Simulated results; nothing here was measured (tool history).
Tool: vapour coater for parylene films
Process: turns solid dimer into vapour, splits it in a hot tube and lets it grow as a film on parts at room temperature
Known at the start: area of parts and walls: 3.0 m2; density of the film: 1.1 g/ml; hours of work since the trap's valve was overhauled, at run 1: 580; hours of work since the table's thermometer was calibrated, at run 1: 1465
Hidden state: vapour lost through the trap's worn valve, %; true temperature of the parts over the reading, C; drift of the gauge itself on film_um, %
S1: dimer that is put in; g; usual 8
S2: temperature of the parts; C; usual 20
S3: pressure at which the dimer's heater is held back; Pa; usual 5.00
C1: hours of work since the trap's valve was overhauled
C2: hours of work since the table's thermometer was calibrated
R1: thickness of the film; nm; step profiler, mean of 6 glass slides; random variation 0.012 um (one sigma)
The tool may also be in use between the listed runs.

run	hour	S1	S2	S3	C1	C2	R1
1	0.0	8	20	5.00	580	1465	1150
2	82.2	8	20	5.00	647	1532	1130
# hour 134.6: trap's valve overhauled
3	167.8	8	20	5.00	27	1598	1200
4	239.6	8	20	5.00	85	1656	1200
5	283.4	8	20	5.00	121	1692	1180
6	371.3	8	20	5.00	192	1763	1180
7	456.2	5	20	5.00	261	1832	730
8	511.9	5	20	5.00	306	1877	720
9	566.2	5	20	5.00	351	1922	710
10	645.2	8	15	4.08	415	1986	1480

The next listed run, before its measurement:
# hour 668.6: table's thermometer calibrated
11	711.2	8	15	4.08	467	35	?

Run 11 gave R1 1550 nm.
Without the tool's hidden state the same run would have given R1 1620 nm.

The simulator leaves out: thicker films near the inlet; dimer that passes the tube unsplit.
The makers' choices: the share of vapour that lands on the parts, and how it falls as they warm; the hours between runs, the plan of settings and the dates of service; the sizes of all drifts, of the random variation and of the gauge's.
